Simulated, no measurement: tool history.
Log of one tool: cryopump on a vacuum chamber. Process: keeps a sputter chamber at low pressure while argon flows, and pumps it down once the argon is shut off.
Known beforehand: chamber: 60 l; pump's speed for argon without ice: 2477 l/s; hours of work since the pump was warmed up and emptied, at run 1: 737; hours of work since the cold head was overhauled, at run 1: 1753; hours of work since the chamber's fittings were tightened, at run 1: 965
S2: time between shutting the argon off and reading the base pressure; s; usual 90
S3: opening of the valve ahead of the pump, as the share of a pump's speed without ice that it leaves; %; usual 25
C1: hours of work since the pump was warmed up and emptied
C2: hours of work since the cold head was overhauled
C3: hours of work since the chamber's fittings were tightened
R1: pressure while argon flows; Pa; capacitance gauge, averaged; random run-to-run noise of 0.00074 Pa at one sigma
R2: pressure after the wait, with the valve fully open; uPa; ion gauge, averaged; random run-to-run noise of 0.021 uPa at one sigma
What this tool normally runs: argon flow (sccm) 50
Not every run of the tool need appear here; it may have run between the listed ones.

{"run": 1, "hour": 0.0, "argon flow (sccm)": 50, "S2": 90, "S3": 25, "C1": 737, "C2": 1753, "C3": 965, "R1": 0.1492, "R2": 1.45}
{"run": 2, "hour": 45.7, "argon flow (sccm)": 50, "S2": 90, "S3": 25, "C1": 771, "C2": 1787, "C3": 999, "R1": 0.1494, "R2": 1.58}
{"run": 3, "hour": 74.2, "argon flow (sccm)": 50, "S2": 90, "S3": 25, "C1": 792, "C2": 1808, "C3": 1020, "R1": 0.1507, "R2": 1.59}
{"run": 4, "hour": 120.2, "argon flow (sccm)": 50, "S2": 90, "S3": 25, "C1": 826, "C2": 1842, "C3": 1054, "R1": 0.151, "R2": 1.65}
{"run": 5, "hour": 164.0, "argon flow (sccm)": 50, "S2": 90, "S3": 25, "C1": 858, "C2": 1874, "C3": 1086, "R1": 0.1515, "R2": 1.73}
{"run": 6, "hour": 208.6, "argon flow (sccm)": 50, "S2": 90, "S3": 25, "C1": 890, "C2": 1907, "C3": 1118, "R1": 0.1528, "R2": 1.79}
{"run": 7, "hour": 262.6, "argon flow (sccm)": 50, "S2": 270, "S3": 25, "C1": 930, "C2": 1946, "C3": 1158, "R1": 0.1533, "R2": 1.78}
{"run": 8, "hour": 313.2, "argon flow (sccm)": 50, "S2": 52, "S3": 41, "C1": 967, "C2": 1983, "C3": 1195, "R1": 0.1009, "R2": 2.05}
{"run": 9, "hour": 342.8, "argon flow (sccm)": 50, "S2": 34, "S3": 41, "C1": 989, "C2": 2005, "C3": 1217, "R1": 0.1014, "R2": 2.26}

Forecast run 10:
{"hour": 366.8, "done": "pump warmed up, emptied and cooled again"}
{"run": 10, "hour": 403.8, "argon flow (sccm)": 31, "S2": 255, "S3": 25, "C1": 27, "C2": 2046, "C3": 1258, "R1": "?", "R2": "?"}

R1: 0.0852 Pa
R2: 1.31 uPa
Without the tool's hidden state the same run would have given R1 0.0843 Pa, R2 0.16 uPa.
